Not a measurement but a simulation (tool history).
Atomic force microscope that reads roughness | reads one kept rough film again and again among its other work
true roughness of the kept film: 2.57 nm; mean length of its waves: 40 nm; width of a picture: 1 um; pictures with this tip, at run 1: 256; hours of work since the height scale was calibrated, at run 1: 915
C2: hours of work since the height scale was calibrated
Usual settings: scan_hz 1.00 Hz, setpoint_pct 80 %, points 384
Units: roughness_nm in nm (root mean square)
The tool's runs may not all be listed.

run 1 day=0.000 | scan_hz=1.00 setpoint_pct=80 points=384 | pictures_with_this_tip=256 C2=915 | roughness_nm=2.413
run 2 day=1.858 | scan_hz=1.00 setpoint_pct=80 points=384 | pictures_with_this_tip=362 C2=950 | roughness_nm=2.428
-- day=2.067 new tip fitted
run 3 day=5.058 | scan_hz=1.00 setpoint_pct=80 points=655 | pictures_with_this_tip=171 C2=1010 | roughness_nm=2.424
run 4 day=8.325 | scan_hz=2.69 setpoint_pct=80 points=384 | pictures_with_this_tip=358 C2=1071 | roughness_nm=2.295
-- day=8.621 new tip fitted
run 5 day=10.242 | scan_hz=2.69 setpoint_pct=80 points=384 | pictures_with_this_tip=93 C2=1106 | roughness_nm=2.308
run 6 day=12.829 | scan_hz=2.69 setpoint_pct=80 points=384 | pictures_with_this_tip=240 C2=1155 | roughness_nm=2.312
-- day=15.083 new tip fitted
run 7 day=15.083 | scan_hz=2.69 setpoint_pct=80 points=384 | pictures_with_this_tip=0 C2=1197 | roughness_nm=2.287
run 8 day=16.571 | scan_hz=1.00 setpoint_pct=80 points=384 | pictures_with_this_tip=85 C2=1224 | roughness_nm=2.403
run 9 day=19.725 | scan_hz=1.00 setpoint_pct=80 points=384 | pictures_with_this_tip=265 C2=1283 | roughness_nm=2.398
-- day=21.508 new tip fitted
run 10 day=22.546 | scan_hz=1.00 setpoint_pct=80 points=384 | pictures_with_this_tip=60 C2=1336 | roughness_nm=2.406
run 11 day=24.742 | scan_hz=1.00 setpoint_pct=80 points=814 | pictures_with_this_tip=185 C2=1377 | roughness_nm=2.405
-- day=28.004 new tip fitted
run 12 day=28.050 | scan_hz=3.47 setpoint_pct=72 points=374 | pictures_with_this_tip=3 C2=1439 | roughness_nm=2.324
run 13 day=29.896 | scan_hz=3.47 setpoint_pct=72 points=374 | pictures_with_this_tip=108 C2=1473 | roughness_nm=2.334
run 14 day=32.117 | scan_hz=2.18 setpoint_pct=80 points=384 | pictures_with_this_tip=235 C2=1515 | roughness_nm=2.342
-- day=34.633 new tip fitted
run 15 day=34.762 | scan_hz=0.75 setpoint_pct=76 points=703 | pictures_with_this_tip=7 C2=1564 | roughness_nm=2.444
-- day=36.221 height scale calibrated on a step standard
run 16 day=37.458 | scan_hz=0.75 setpoint_pct=76 points=703 | pictures_with_this_tip=159 C2=23 | roughness_nm=2.449
run 17 day=40.192 | scan_hz=0.75 setpoint_pct=76 points=703 | pictures_with_this_tip=315 C2=74 | roughness_nm=2.443
-- day=41.183 new tip fitted
run 18 day=42.542 | scan_hz=0.75 setpoint_pct=89 points=458 | pictures_with_this_tip=78 C2=118 | roughness_nm=2.418

Forecast run 19:
run 19 day=44.454 | scan_hz=1.39 setpoint_pct=76 points=310 | pictures_with_this_tip=187 C2=154 | roughness_nm=?

roughness_nm: 2.395 nm (root mean square)
Without the tool's hidden state the same run would have given roughness_nm 2.396 nm (root mean square).
